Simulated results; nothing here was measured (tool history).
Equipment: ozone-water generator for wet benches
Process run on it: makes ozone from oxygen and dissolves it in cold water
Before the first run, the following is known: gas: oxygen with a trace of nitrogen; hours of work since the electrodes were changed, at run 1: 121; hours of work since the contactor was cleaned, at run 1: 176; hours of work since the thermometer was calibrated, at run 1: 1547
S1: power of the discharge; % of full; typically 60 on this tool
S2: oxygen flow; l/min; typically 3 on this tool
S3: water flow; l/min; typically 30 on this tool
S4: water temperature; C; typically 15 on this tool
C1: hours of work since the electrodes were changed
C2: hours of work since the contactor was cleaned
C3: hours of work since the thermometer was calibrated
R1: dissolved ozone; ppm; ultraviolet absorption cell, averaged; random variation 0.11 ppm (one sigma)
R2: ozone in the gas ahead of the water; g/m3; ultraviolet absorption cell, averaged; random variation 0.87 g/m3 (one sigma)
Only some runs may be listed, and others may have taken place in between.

| run | hour | S1 | S2 | S3 | S4 | C1 | C2 | C3 | R1 | R2 |
|---|---|---|---|---|---|---|---|---|---|---|
| 1 | 0 | 60 | 3 | 30 | 15 | 121 | 176 | 1547 | 8.7 | 140.8 |
| 2 | 18.7 | 60 | 3 | 30 | 15 | 134 | 190 | 1560 | 9 | 142.4 |
| 3 | 47.9 | 60 | 3 | 30 | 15 | 155 | 211 | 1581 | 9.1 | 142.5 |
| 4 | 77.8 | 60 | 4.72 | 30 | 15 | 176 | 232 | 1602 | 10 | 111.7 |
| 5 | 98.6 | 68 | 4.72 | 30 | 15 | 191 | 247 | 1617 | 10.9 | 121.3 |
| 6 | 122.2 | 60 | 3 | 19 | 7 | 208 | 264 | 1634 | 14.8 | 141.6 |
| 7 | 136 | 60 | 3 | 22 | 15 | 218 | 273 | 1644 | 12.1 | 143.4 |
| 8 | 157 | 60 | 3 | 22 | 15 | 233 | 288 | 1659 | 12.2 | 141.3 |
| 9 | 181.6 | 60 | 2.93 | 24 | 15 | 250 | 306 | 1676 | 11.4 | 144.1 |
| 10 | 210.4 | 64 | 2.52 | 45 | 20 | 271 | 326 | 1697 | 5.6 | 164.4 |

Alternative continuations, all from the tool just after run 10; predict every row:
| A | 226.3 | 46 | 3.62 | 39 | 15 | 282 | 338 | 1708 | ? | ? |
| B | 226.3 | 46 | 3.29 | 30 | 12 | 282 | 338 | 1708 | ? | ? |
| C | 226.3 | 48 | 3 | 30 | 12 | 282 | 338 | 1708 | ? | ? |
| D | 226.3 | 54 | 3 | 30 | 17 | 282 | 338 | 1708 | ? | ? |
| E | 226.3 | 99 | 3 | 30 | 12 | 282 | 338 | 1708 | ? | ? |

| run | R1 | R2 |
|---|---|---|
| A | 5.9 | 104.3 |
| B | 7.5 | 108.8 |
| C | 7.7 | 120.2 |
| D | 7.9 | 131.3 |
| E | 13.7 | 208.3 |
Stripped of hidden state, with their random variation kept, the same runs would have yielded:
| run | R1 | R2 |
|---|---|---|
| A | 5.9 | 104.3 |
| B | 7.5 | 108.8 |
| C | 7.7 | 120.3 |
| D | 7.9 | 131.3 |
| E | 13.7 | 208.3 |
